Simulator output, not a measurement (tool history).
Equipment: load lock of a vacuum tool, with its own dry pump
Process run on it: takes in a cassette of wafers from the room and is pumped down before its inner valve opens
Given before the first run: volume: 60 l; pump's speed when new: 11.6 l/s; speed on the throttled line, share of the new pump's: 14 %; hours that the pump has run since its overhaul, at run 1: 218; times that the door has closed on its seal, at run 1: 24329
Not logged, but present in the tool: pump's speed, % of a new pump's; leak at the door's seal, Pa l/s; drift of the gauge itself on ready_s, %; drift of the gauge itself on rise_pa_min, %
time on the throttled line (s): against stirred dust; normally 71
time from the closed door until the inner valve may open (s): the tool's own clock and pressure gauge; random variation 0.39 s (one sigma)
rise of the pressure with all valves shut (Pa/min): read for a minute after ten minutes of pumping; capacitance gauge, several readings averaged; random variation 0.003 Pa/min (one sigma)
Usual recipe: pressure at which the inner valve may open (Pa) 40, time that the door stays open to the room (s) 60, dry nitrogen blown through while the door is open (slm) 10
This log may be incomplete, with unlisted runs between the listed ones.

run	hour	time on the throttled line (s)	pressure at which the inner valve may open (Pa)	time that the door stays open to the room (s)	dry nitrogen blown through while the door is open (slm)	hours that the pump has run since its overhaul	times that the door has closed on its seal	incoming humidity of the room's air, %	time from the closed door until the inner valve may open (s)	rise of the pressure with all valves shut (Pa/min)
1	0.0	71	40	60	10	218	24329	42.9	101.1	0.155
2	55.9	71	40	60	10	274	24517	45.5	100.9	0.156
3	159.9	71	40	60	10	378	24867	47.3	101.1	0.163
4	207.7	71	40	60	10	426	25029	48.5	100.9	0.172
5	253.3	71	40	60	10	471	25182	43.2	101.2	0.162
6	356.9	71	40	60	10	575	25531	46.2	101.2	0.167
7	435.6	71	40	60	6	653	25796	42.6	100.6	0.171
8	540.1	71	40	60	10	758	26148	47.1	100.7	0.167
9	644.3	71	40	60	10	862	26499	44.9	100.7	0.175
10	690.4	71	40	60	10	908	26655	48.2	102.3	0.179
11	793.9	71	40	40	10	1012	27003	48.0	100.3	0.181
12	841.5	71	50	60	10	1059	27164	50.6	100.3	0.183
13	920.5	71	50	60	10	1138	27430	46.3	99.8	0.185
14	1011.8	71	40	60	10	1230	27738	44.2	101.2	0.186
15	1121.1	71	40	60	10	1339	28106	42.8	101.0	0.184
16	1190.6	71	40	36	10	1408	28340	43.7	100.7	0.177
17	1275.7	71	40	36	10	1493	28626	42.7	100.7	0.180
18	1372.0	66	57	201	17	1590	28951	41.2	95.0	0.217
19	1479.4	66	45	201	14	1697	29313	46.9	96.2	0.235
20	1581.2	71	45	60	17	1799	29656	45.6	101.5	0.197
21	1682.4	86	40	60	6	1900	29997	47.0	113.9	0.209
22	1745.1	140	40	60	6	1963	30208	43.7	160.7	0.206
23	1816.7	44	40	60	10	2035	30449	41.7	78.6	0.201
24	1893.4	81	46	62	6	2111	30707	43.3	108.8	0.213
25	1996.3	81	46	62	6	2214	31054	43.5	109.6	0.215
26	2083.9	81	46	62	6	2302	31349	47.0	110.1	0.214
27	2172.9	100	43	60	10	2391	31649	46.0	127.0	0.211
28	2220.8	71	67	30	7	2439	31810	45.6	99.0	0.204
29	2313.9	71	40	92	10	2532	32124	45.0	101.6	0.229
30	2419.3	44	43	26	4	2637	32479	42.5	78.3	0.208
31	2485.4	44	43	95	4	2703	32702	43.4	78.2	0.235
32	2594.6	38	40	162	10	2812	33070	45.7	73.8	0.256

Table of differences, measured result less the result of that run with no hidden state. Run-to-run variation is the same in both. Gauge scatter possibly is not:
run	time from the closed door until the inner valve may open (s)	rise of the pressure with all valves shut (Pa/min)
1	-0.5	+0.119
2	-0.4	+0.121
3	-0.4	+0.121
4	-0.4	+0.125
5	-0.3	+0.126
6	-0.3	+0.127
7	-0.3	+0.127
8	-0.2	+0.129
9	-0.2	+0.133
10	-0.2	+0.136
11	-0.2	+0.140
12	-0.1	+0.140
13	-0.2	+0.141
14	-0.1	+0.144
15	+0.0	+0.146
16	-0.1	+0.147
17	-0.1	+0.152
18	+0.0	+0.154
19	+0.0	+0.158
20	+0.1	+0.161
21	+0.1	+0.164
22	+0.1	+0.164
23	+0.1	+0.163
24	+0.1	+0.168
25	+0.2	+0.169
26	+0.3	+0.170
27	+0.2	+0.174
28	+0.2	+0.174
29	+0.3	+0.178
30	+0.3	+0.178
31	+0.3	+0.181
32	+0.5	+0.185
